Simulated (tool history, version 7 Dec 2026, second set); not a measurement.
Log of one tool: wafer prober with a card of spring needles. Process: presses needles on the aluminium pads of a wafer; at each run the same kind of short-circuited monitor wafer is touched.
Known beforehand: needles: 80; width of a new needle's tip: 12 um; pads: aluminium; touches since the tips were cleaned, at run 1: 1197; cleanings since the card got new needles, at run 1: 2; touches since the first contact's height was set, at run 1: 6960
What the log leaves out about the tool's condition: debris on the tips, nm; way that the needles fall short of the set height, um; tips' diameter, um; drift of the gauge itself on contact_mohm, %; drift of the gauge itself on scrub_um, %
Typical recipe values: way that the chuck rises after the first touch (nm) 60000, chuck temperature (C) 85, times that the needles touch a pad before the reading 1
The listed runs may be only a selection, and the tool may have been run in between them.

| run | hour | way that the chuck rises after the first touch (nm) | chuck temperature (C) | times that the needles touch a pad before the reading | touches since the tips were cleaned | cleanings since the card got new needles | touches since the first contact's height was set | resistance of one needle with its contact and lead (mohm) | way that a needle slides on the pad (nm) |
|---|---|---|---|---|---|---|---|---|---|
| 1 | 0 | 60000 | 85 | 1 | 1197 | 2 | 6960 | 248 | 8990 |
|  | 4.4 | tips cleaned on abrasive film |
|  | 12.9 | tips cleaned on abrasive film |
| 2 | 19.7 | 60000 | 85 | 1 | 2245 | 4 | 13435 | 251 | 8750 |
|  | 21.4 | tips cleaned on abrasive film |
|  | 29.2 | tips cleaned on abrasive film |
| 3 | 33.4 | 60000 | 85 | 1 | 1395 | 6 | 17902 | 249 | 8500 |
|  | 37.7 | tips cleaned on abrasive film |
|  | 45.5 | tips cleaned on abrasive film |
|  | 53.7 | tips cleaned on abrasive film |
| 4 | 54.3 | 60000 | 85 | 1 | 189 | 9 | 24746 | 245 | 8800 |
|  | 62.2 | tips cleaned on abrasive film |
| 5 | 68.8 | 60000 | 85 | 1 | 2191 | 10 | 29535 | 252 | 8760 |
|  | 70.4 | tips cleaned on abrasive film |
|  | 78.3 | tips cleaned on abrasive film |
|  | 87 | tips cleaned on abrasive film |
| 6 | 90.4 | 60000 | 85 | 1 | 1126 | 13 | 36622 | 248 | 8570 |
|  | 95.6 | tips cleaned on abrasive film |
|  | 104.2 | tips cleaned on abrasive film |
| 7 | 110.7 | 60000 | 85 | 1 | 2162 | 15 | 43270 | 252 | 8700 |
|  | 112.4 | tips cleaned on abrasive film |
|  | 120.5 | tips cleaned on abrasive film |
| 8 | 124.9 | 66000 | 85 | 1 | 1469 | 17 | 47945 | 246 | 9370 |
|  | 128.5 | tips cleaned on abrasive film |
|  | 137.2 | tips cleaned on abrasive film |
|  | 145.3 | tips cleaned on abrasive film |
| 9 | 147.8 | 60000 | 85 | 1 | 830 | 20 | 55437 | 247 | 8690 |
|  | 153.8 | tips cleaned on abrasive film |
|  | 161.7 | tips cleaned on abrasive film |
| 10 | 167.6 | 78000 | 85 | 1 | 1958 | 22 | 61951 | 247 | 11050 |
|  | 169.4 | tips cleaned on abrasive film |
|  | 177.9 | tips cleaned on abrasive film |
| 11 | 180.5 | 69000 | 85 | 1 | 875 | 24 | 66171 | 242 | 9780 |
|  | 185.9 | tips cleaned on abrasive film |
|  | 193.8 | tips cleaned on abrasive film |
| 12 | 195 | 69000 | 116 | 1 | 386 | 26 | 70902 | 253 | 9690 |
|  | 201.6 | tips cleaned on abrasive film |
|  | 209.8 | tips cleaned on abrasive film |
| 13 | 216.6 | 60000 | 28 | 1 | 2261 | 28 | 78007 | 241 | 8450 |
|  | 218.2 | tips cleaned on abrasive film |
|  | 227.1 | tips cleaned on abrasive film |
| 14 | 234 | 60000 | 28 | 1 | 2301 | 30 | 83728 | 240 | 8410 |
|  | 235.9 | tips cleaned on abrasive film |
|  | 244.5 | tips cleaned on abrasive film |
|  | 253.9 | tips cleaned on abrasive film |
| 15 | 256.3 | 60000 | 85 | 2 | 792 | 33 | 91028 | 246 | 8450 |
|  | 263.1 | tips cleaned on abrasive film |
|  | 272.3 | tips cleaned on abrasive film |
| 16 | 272.3 | 60000 | 85 | 2 | 10 | 35 | 96266 | 240 | 8130 |
|  | 281.7 | tips cleaned on abrasive film |
| 17 | 285.2 | 41000 | 53 | 2 | 1176 | 36 | 100521 | 245 | 5690 |
|  | 289.8 | tips cleaned on abrasive film |
| 18 | 295.2 | 41000 | 53 | 2 | 1804 | 37 | 103812 | 247 | 5680 |
|  | 298 | tips cleaned on abrasive film |
|  | 305.8 | tips cleaned on abrasive film |
| 19 | 310.5 | 63000 | 48 | 1 | 1570 | 39 | 108835 | 242 | 8890 |
|  | 314.1 | tips cleaned on abrasive film |
|  | 322 | tips cleaned on abrasive film |
|  | 330.8 | tips cleaned on abrasive film |
| 20 | 333.5 | 50000 | 44 | 2 | 902 | 42 | 116362 | 241 | 6840 |
|  | 340.1 | tips cleaned on abrasive film |
|  | 347.9 | tips cleaned on abrasive film |
|  | 355.8 | tips cleaned on abrasive film |
| 21 | 355.8 | 51000 | 26 | 2 | 0 | 45 | 123677 | 230 | 6720 |
|  | 364.5 | tips cleaned on abrasive film |
|  | 373.6 | tips cleaned on abrasive film |
| 22 | 377.5 | 46000 | 91 | 2 | 1279 | 47 | 130791 | 254 | 5930 |
|  | 381.9 | tips cleaned on abrasive film |
|  | 391 | tips cleaned on abrasive film |
|  | 398.9 | tips cleaned on abrasive film |
| 23 | 401 | 46000 | 91 | 2 | 698 | 50 | 138496 | 259 | 6130 |
|  | 407.7 | tips cleaned on abrasive film |
|  | 416.3 | tips cleaned on abrasive film |
| 24 | 418.6 | 67000 | 75 | 1 | 754 | 52 | 144278 | 242 | 9000 |
|  | 424.5 | tips cleaned on abrasive film |
|  | 433 | tips cleaned on abrasive film |
| 25 | 435.7 | 67000 | 75 | 1 | 898 | 54 | 149900 | 241 | 9000 |
|  | 441.2 | tips cleaned on abrasive film |
| 26 | 448.2 | 67000 | 75 | 1 | 2323 | 55 | 154018 | 253 | 9270 |
|  | 450 | tips cleaned on abrasive film |
|  | 457.9 | tips cleaned on abrasive film |
| 27 | 461.4 | 60000 | 31 | 1 | 1157 | 57 | 158333 | 240 | 7970 |
|  | 466.5 | tips cleaned on abrasive film |
|  | 474.5 | tips cleaned on abrasive film |
| 28 | 474.5 | 60000 | 31 | 1 | 0 | 59 | 162596 | 231 | 8120 |
|  | 483.5 | tips cleaned on abrasive film |
|  | 492.7 | tips cleaned on abrasive film |
| 29 | 498 | 60000 | 56 | 1 | 1753 | 61 | 170334 | 246 | 8020 |

3 ways to go on from here, each from the tool as it stands after run 29. What would each give?
|  | 500.4 | tips cleaned on abrasive film |
|  | 508.1 | tips cleaned on abrasive film |
| A | 515.3 | 60000 | 91 | 1 | 2417 | 63 | 176037 | ? | ? |
|  | 500.4 | tips cleaned on abrasive film |
|  | 508.1 | tips cleaned on abrasive film |
| B | 515.3 | 60000 | 85 | 2 | 2417 | 63 | 176037 | ? | ? |
|  | 500.4 | tips cleaned on abrasive film |
|  | 508.1 | tips cleaned on abrasive film |
| C | 515.3 | 68000 | 109 | 1 | 2417 | 63 | 176037 | ? | ? |

| run | resistance of one needle with its contact and lead (mohm) | way that a needle slides on the pad (nm) |
|---|---|---|
| A | 259 | 7890 |
| B | 255 | 7940 |
| C | 260 | 9210 |
The same runs, with their run-to-run variation unchanged, on a tool lacking any hidden condition would have given:
| run | resistance of one needle with its contact and lead (mohm) | way that a needle slides on the pad (nm) |
|---|---|---|
| A | 244 | 8660 |
| B | 245 | 8720 |
| C | 249 | 9980 |
